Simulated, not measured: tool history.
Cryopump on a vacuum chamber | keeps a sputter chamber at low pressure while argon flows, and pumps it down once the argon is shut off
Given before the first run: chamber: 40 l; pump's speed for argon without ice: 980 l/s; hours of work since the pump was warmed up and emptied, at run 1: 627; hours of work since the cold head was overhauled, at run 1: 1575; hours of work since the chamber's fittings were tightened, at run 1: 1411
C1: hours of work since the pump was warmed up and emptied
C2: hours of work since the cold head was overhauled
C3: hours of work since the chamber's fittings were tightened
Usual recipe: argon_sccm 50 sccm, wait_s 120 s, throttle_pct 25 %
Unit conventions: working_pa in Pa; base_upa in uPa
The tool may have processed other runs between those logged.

{"run": 1, "hour": 0.0, "argon_sccm": 50, "wait_s": 120, "throttle_pct": 25, "C1": 627, "C2": 1575, "C3": 1411, "working_pa": 0.3716, "base_upa": 2.71}
{"run": 2, "hour": 86.5, "argon_sccm": 50, "wait_s": 120, "throttle_pct": 25, "C1": 675, "C2": 1623, "C3": 1459, "working_pa": 0.3787, "base_upa": 2.87}
{"run": 3, "hour": 141.9, "argon_sccm": 50, "wait_s": 38, "throttle_pct": 25, "C1": 706, "C2": 1653, "C3": 1489, "working_pa": 0.3774, "base_upa": 4.65}
{"run": 4, "hour": 230.5, "argon_sccm": 50, "wait_s": 38, "throttle_pct": 25, "C1": 755, "C2": 1702, "C3": 1538, "working_pa": 0.3821, "base_upa": 4.87}
{"run": 5, "hour": 297.9, "argon_sccm": 50, "wait_s": 38, "throttle_pct": 25, "C1": 792, "C2": 1739, "C3": 1575, "working_pa": 0.3848, "base_upa": 4.9}
{"run": 6, "hour": 381.3, "argon_sccm": 50, "wait_s": 120, "throttle_pct": 25, "C1": 838, "C2": 1785, "C3": 1621, "working_pa": 0.3872, "base_upa": 3.18}
{"hour": 441.7, "done": "pump warmed up, emptied and cooled again"}
{"run": 7, "hour": 485.0, "argon_sccm": 50, "wait_s": 120, "throttle_pct": 25, "C1": 24, "C2": 1840, "C3": 1676, "working_pa": 0.346, "base_upa": 2.61}
{"run": 8, "hour": 575.6, "argon_sccm": 51, "wait_s": 120, "throttle_pct": 25, "C1": 74, "C2": 1890, "C3": 1726, "working_pa": 0.3574, "base_upa": 2.62}
{"run": 9, "hour": 640.9, "argon_sccm": 44, "wait_s": 120, "throttle_pct": 25, "C1": 110, "C2": 1926, "C3": 1762, "working_pa": 0.3065, "base_upa": 2.68}
{"run": 10, "hour": 737.6, "argon_sccm": 44, "wait_s": 120, "throttle_pct": 25, "C1": 163, "C2": 1979, "C3": 1815, "working_pa": 0.3088, "base_upa": 2.79}
{"run": 11, "hour": 815.8, "argon_sccm": 50, "wait_s": 55, "throttle_pct": 25, "C1": 207, "C2": 2022, "C3": 1858, "working_pa": 0.3546, "base_upa": 3.82}
{"run": 12, "hour": 903.8, "argon_sccm": 50, "wait_s": 55, "throttle_pct": 25, "C1": 255, "C2": 2071, "C3": 1907, "working_pa": 0.3557, "base_upa": 3.93}
{"run": 13, "hour": 961.2, "argon_sccm": 50, "wait_s": 55, "throttle_pct": 25, "C1": 287, "C2": 2103, "C3": 1939, "working_pa": 0.3607, "base_upa": 3.99}
{"run": 14, "hour": 1047.3, "argon_sccm": 50, "wait_s": 34, "throttle_pct": 25, "C1": 334, "C2": 2150, "C3": 1986, "working_pa": 0.3612, "base_upa": 5.25}
{"run": 15, "hour": 1138.5, "argon_sccm": 50, "wait_s": 120, "throttle_pct": 25, "C1": 385, "C2": 2201, "C3": 2037, "working_pa": 0.3629, "base_upa": 3.13}
{"run": 16, "hour": 1223.8, "argon_sccm": 50, "wait_s": 120, "throttle_pct": 25, "C1": 432, "C2": 2248, "C3": 2084, "working_pa": 0.3652, "base_upa": 3.22}
{"run": 17, "hour": 1313.3, "argon_sccm": 50, "wait_s": 120, "throttle_pct": 25, "C1": 481, "C2": 2297, "C3": 2133, "working_pa": 0.3658, "base_upa": 3.36}
{"run": 18, "hour": 1377.4, "argon_sccm": 50, "wait_s": 120, "throttle_pct": 25, "C1": 517, "C2": 2333, "C3": 2169, "working_pa": 0.3683, "base_upa": 3.34}
{"run": 19, "hour": 1433.9, "argon_sccm": 76, "wait_s": 120, "throttle_pct": 33, "C1": 548, "C2": 2364, "C3": 2200, "working_pa": 0.4367, "base_upa": 3.49}
{"run": 20, "hour": 1497.8, "argon_sccm": 50, "wait_s": 89, "throttle_pct": 46, "C1": 583, "C2": 2399, "C3": 2235, "working_pa": 0.2155, "base_upa": 3.81}
{"run": 21, "hour": 1579.6, "argon_sccm": 49, "wait_s": 157, "throttle_pct": 20, "C1": 628, "C2": 2444, "C3": 2280, "working_pa": 0.4542, "base_upa": 3.4}
{"run": 22, "hour": 1665.5, "argon_sccm": 49, "wait_s": 157, "throttle_pct": 20, "C1": 676, "C2": 2492, "C3": 2328, "working_pa": 0.4568, "base_upa": 3.6}
{"run": 23, "hour": 1734.2, "argon_sccm": 88, "wait_s": 37, "throttle_pct": 25, "C1": 714, "C2": 2530, "C3": 2366, "working_pa": 0.6662, "base_upa": 5.9}
{"run": 24, "hour": 1830.5, "argon_sccm": 88, "wait_s": 37, "throttle_pct": 25, "C1": 767, "C2": 2583, "C3": 2419, "working_pa": 0.6745, "base_upa": 5.91}
{"run": 25, "hour": 1889.6, "argon_sccm": 25, "wait_s": 77, "throttle_pct": 21, "C1": 799, "C2": 2615, "C3": 2451, "working_pa": 0.2255, "base_upa": 4.58}
{"run": 26, "hour": 1976.9, "argon_sccm": 46, "wait_s": 197, "throttle_pct": 25, "C1": 848, "C2": 2664, "C3": 2500, "working_pa": 0.3571, "base_upa": 3.88}
{"hour": 2024.9, "done": "pump warmed up, emptied and cooled again"}
{"run": 27, "hour": 2048.6, "argon_sccm": 90, "wait_s": 286, "throttle_pct": 26, "C1": 13, "C2": 2700, "C3": 2536, "working_pa": 0.6008, "base_upa": 2.61}
{"run": 28, "hour": 2107.6, "argon_sccm": 25, "wait_s": 197, "throttle_pct": 25, "C1": 46, "C2": 2733, "C3": 2569, "working_pa": 0.1746, "base_upa": 2.94}
{"run": 29, "hour": 2150.6, "argon_sccm": 55, "wait_s": 59, "throttle_pct": 58, "C1": 69, "C2": 2757, "C3": 2593, "working_pa": 0.1698, "base_upa": 4.24}
{"run": 30, "hour": 2193.7, "argon_sccm": 55, "wait_s": 59, "throttle_pct": 58, "C1": 93, "C2": 2781, "C3": 2617, "working_pa": 0.1705, "base_upa": 4.18}
{"run": 31, "hour": 2249.1, "argon_sccm": 55, "wait_s": 59, "throttle_pct": 58, "C1": 124, "C2": 2811, "C3": 2647, "working_pa": 0.1724, "base_upa": 4.3}
{"run": 32, "hour": 2336.9, "argon_sccm": 53, "wait_s": 179, "throttle_pct": 25, "C1": 172, "C2": 2860, "C3": 2696, "working_pa": 0.376, "base_upa": 3.22}
{"run": 33, "hour": 2387.8, "argon_sccm": 53, "wait_s": 49, "throttle_pct": 19, "C1": 200, "C2": 2888, "C3": 2724, "working_pa": 0.4923, "base_upa": 4.89}

Consider 3 possible next runs. They are alternatives, not a sequence: every one starts from the tool as it was left by run 33. What does each give?
{"run": "A", "hour": 2441.8, "argon_sccm": 45, "wait_s": 296, "throttle_pct": 24, "C1": 230, "C2": 2917, "C3": 2754, "working_pa": "?", "base_upa": "?"}
{"run": "B", "hour": 2441.8, "argon_sccm": 50, "wait_s": 56, "throttle_pct": 25, "C1": 230, "C2": 2917, "C3": 2754, "working_pa": "?", "base_upa": "?"}
{"run": "C", "hour": 2441.8, "argon_sccm": 24, "wait_s": 49, "throttle_pct": 42, "C1": 230, "C2": 2917, "C3": 2754, "working_pa": "?", "base_upa": "?"}

run=A working_pa=0.3348 base_upa=3.07
run=B working_pa=0.3578 base_upa=4.60
run=C working_pa=0.1045 base_upa=4.85
What these runs would have given with no unlogged condition in the tool:
run=A working_pa=0.3240 base_upa=0.67
run=B working_pa=0.3458 base_upa=2.20
run=C working_pa=0.0987 base_upa=2.45

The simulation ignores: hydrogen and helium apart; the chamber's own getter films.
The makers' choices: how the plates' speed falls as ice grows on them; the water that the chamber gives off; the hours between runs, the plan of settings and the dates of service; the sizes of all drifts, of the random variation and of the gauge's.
